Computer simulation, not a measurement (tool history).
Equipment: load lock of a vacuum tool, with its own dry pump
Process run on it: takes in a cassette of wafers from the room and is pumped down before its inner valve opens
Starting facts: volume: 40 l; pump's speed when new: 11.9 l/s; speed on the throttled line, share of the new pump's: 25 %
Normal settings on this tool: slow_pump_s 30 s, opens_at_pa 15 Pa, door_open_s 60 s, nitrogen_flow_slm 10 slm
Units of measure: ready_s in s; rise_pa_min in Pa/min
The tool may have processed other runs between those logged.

run	hour	slow_pump_s	opens_at_pa	door_open_s	nitrogen_flow_slm	incoming humidity of the room's air, %	ready_s	rise_pa_min
1	0.0	30	15	60	10	46.9	52.2	0.048
2	57.0	30	17	60	10	43.7	51.3	0.038
3	184.4	30	17	60	10	43.3	51.8	0.044
4	250.0	30	15	60	10	47.5	52.3	0.040
5	326.4	30	15	60	10	45.4	52.3	0.037
6	385.8	30	15	60	10	47.2	51.9	0.045
7	449.3	30	15	60	10	47.6	51.9	0.046
8	534.7	30	15	60	10	43.4	52.0	0.038
9	653.9	30	15	60	10	45.2	52.2	0.036
10	708.0	30	15	60	10	46.2	52.4	0.041
11	785.7	30	15	60	10	44.3	51.7	0.040
12	877.3	57	15	60	10	43.1	72.2	0.040
13	992.9	57	15	60	10	45.8	71.6	0.045
14	1096.8	57	15	60	10	45.6	71.8	0.036
15	1149.9	30	15	60	10	45.2	51.5	0.039
16	1207.1	30	27	122	10	42.3	50.0	0.057
17	1294.9	30	13	122	37	46.2	52.7	0.041
18	1358.5	30	15	60	5	45.2	51.7	0.045
19	1412.0	30	13	56	5	45.1	52.1	0.041
# hour 1436.9: door's seal changed, seat wiped
20	1489.8	39	12	60	5	43.5	59.4	0.042
21	1611.2	28	12	60	5	47.1	51.8	0.049
22	1684.4	30	15	36	8	45.6	52.3	0.030
23	1769.4	30	15	36	8	43.1	52.0	0.026
24	1840.8	30	19	35	12	45.3	51.2	0.029
25	1917.7	30	14	35	14	43.1	52.3	0.025
26	2030.4	30	14	35	5	44.3	52.5	0.026
27	2117.7	50	15	35	6	44.2	66.6	0.027
28	2223.8	39	10	137	6	49.6	60.3	0.077
29	2313.2	19	10	129	6	47.0	45.1	0.070

4 options for the next run, each taken on its own from the tool as it stands now. Forecast them:
A	2369.3	22	10	129	6	44.8	?	?
B	2369.3	57	10	129	6	45.9	?	?
C	2369.3	18	10	129	6	41.7	?	?
D	2369.3	30	19	60	10	44.0	?	?

run	ready_s	rise_pa_min
A	47.5	0.062
B	73.6	0.063
C	44.6	0.066
D	50.9	0.036
Stripped of hidden state, with their random variation kept, the same runs would have yielded:
run	ready_s	rise_pa_min
A	47.5	0.062
B	73.6	0.063
C	44.6	0.066
D	50.9	0.036
